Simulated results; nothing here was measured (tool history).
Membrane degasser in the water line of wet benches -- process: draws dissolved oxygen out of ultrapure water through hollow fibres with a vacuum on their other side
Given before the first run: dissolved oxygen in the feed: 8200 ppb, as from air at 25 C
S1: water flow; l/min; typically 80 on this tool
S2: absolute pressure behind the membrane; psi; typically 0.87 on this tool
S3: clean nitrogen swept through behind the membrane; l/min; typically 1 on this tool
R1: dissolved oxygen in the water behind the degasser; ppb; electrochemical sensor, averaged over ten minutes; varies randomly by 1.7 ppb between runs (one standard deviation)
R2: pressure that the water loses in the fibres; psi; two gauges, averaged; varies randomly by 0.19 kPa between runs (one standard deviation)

Run 1, hour 0: usual settings. Result: R1 406.2 ppb, R2 5.675 psi.
Run 2, hour 35.8: usual settings. Result: R1 405 ppb, R2 5.729 psi.
Run 3, hour 88.1: usual settings but S2 1.5 psi. Result: R1 914.8 ppb, R2 5.716 psi.
Run 4, hour 154.9: usual settings but S2 1.5 psi. Result: R1 921.7 ppb, R2 5.71 psi.
Run 5, hour 210.3: usual settings but S2 1.5 psi. Result: R1 919.6 ppb, R2 5.73 psi.
Run 6, hour 258: usual settings but S2 1.5 psi. Result: R1 916.7 ppb, R2 5.732 psi.
Run 7, hour 333.8: usual settings but S2 1.5 psi. Result: R1 918.8 ppb, R2 5.72 psi.
Run 8, hour 401.8: usual settings but S2 1.5 psi. Result: R1 923.9 ppb, R2 5.707 psi.
Run 9, hour 438.7: usual settings but S2 1.5 psi. Result: R1 925.1 ppb, R2 5.688 psi.
Run 10, hour 506.7: usual settings but S2 1.5 psi. Result: R1 922.1 ppb, R2 5.691 psi.
Run 11, hour 565.1: usual settings but S2 1.5 psi. Result: R1 912.8 ppb, R2 5.765 psi.
Run 12, hour 615.2: usual settings but S2 0.785 psi. Result: R1 331 ppb, R2 5.706 psi.
Run 13, hour 678.6: usual settings but S2 0.785 psi. Result: R1 333.6 ppb, R2 5.726 psi.
Run 14, hour 729.9: usual settings but S2 0.785 psi. Result: R1 338.3 ppb, R2 5.684 psi.
Run 15, hour 767.5: usual settings but S3 2.25 l/min. Result: R1 243.1 ppb, R2 5.688 psi.
Run 16, hour 832.4: usual settings but S3 2.25 l/min. Result: R1 243.5 ppb, R2 5.774 psi.
Run 17, hour 867.6: usual settings but S3 2.25 l/min. Result: R1 243.6 ppb, R2 5.778 psi.
Run 18, hour 942.7: usual settings but S3 2.25 l/min. Result: R1 242 ppb, R2 5.748 psi.
Run 19, hour 1019.9: usual settings but S1 85 l/min, S2 0.93 psi, S3 1.24 l/min. Result: R1 420.4 ppb, R2 6.108 psi.
Run 20, hour 1055.5: usual settings but S1 81 l/min, S2 1.607 psi, S3 0.62 l/min. Result: R1 1327.6 ppb, R2 5.848 psi.
Run 21, hour 1088.4: usual settings but S1 81 l/min, S2 1.607 psi, S3 0.62 l/min. Result: R1 1327.1 ppb, R2 5.825 psi.
Run 22, hour 1150.8: usual settings but S1 68 l/min, S2 0.905 psi, S3 0.97 l/min. Result: R1 382.5 ppb, R2 4.859 psi.
Run 23, hour 1202: usual settings but S1 68 l/min, S2 0.905 psi, S3 0.97 l/min. Result: R1 384 ppb, R2 4.875 psi.
Run 24, hour 1251.2: usual settings but S1 68 l/min, S2 0.905 psi, S3 1.24 l/min. Result: R1 328 ppb, R2 4.863 psi.
Run 25, hour 1287.6: usual settings but S1 63 l/min, S2 1.561 psi, S3 0.53 l/min. Result: R1 1185.2 ppb, R2 4.483 psi.
Run 26, hour 1355.6: usual settings but S1 84 l/min, S2 1.063 psi, S3 0.72 l/min. Result: R1 695.1 ppb, R2 5.971 psi.
Run 27, hour 1415.8: usual settings but S1 84 l/min, S2 1.063 psi, S3 0.72 l/min. Result: R1 696.5 ppb, R2 6.055 psi.
Run 28, hour 1469.5: usual settings but S1 84 l/min, S2 1.063 psi, S3 0.72 l/min. Result: R1 698.1 ppb, R2 6.087 psi.
Run 29, hour 1520.7: usual settings but S3 1.07 l/min. Result: R1 379.8 ppb, R2 5.773 psi.
Run 30, hour 1564.2: usual settings but S3 2.49 l/min. Result: R1 221.6 ppb, R2 5.765 psi.
Run 31, hour 1598.3: usual settings but S1 57 l/min, S2 2.106 psi, S3 1.2 l/min. Result: R1 960.5 ppb, R2 4.064 psi.

Missing from the log above: 1 entry noted between runs. For each, name the pair of listed runs it sits between and say how the tool's hidden condition differs from the listed run just before to the listed run just after:
After run 21, before run 22: vacuum gauge calibrated (hour 1131.4)
  true pressure behind the membrane over the reading, kPa: 0.1 -> -0.01; air that leaks in behind the membrane, l/min: 0.0129 -> 0.013
  measured result minus the result with no hidden state, R1: +11.7 -> +0.2 ppb; R2: +0.109 -> +0.093 psi

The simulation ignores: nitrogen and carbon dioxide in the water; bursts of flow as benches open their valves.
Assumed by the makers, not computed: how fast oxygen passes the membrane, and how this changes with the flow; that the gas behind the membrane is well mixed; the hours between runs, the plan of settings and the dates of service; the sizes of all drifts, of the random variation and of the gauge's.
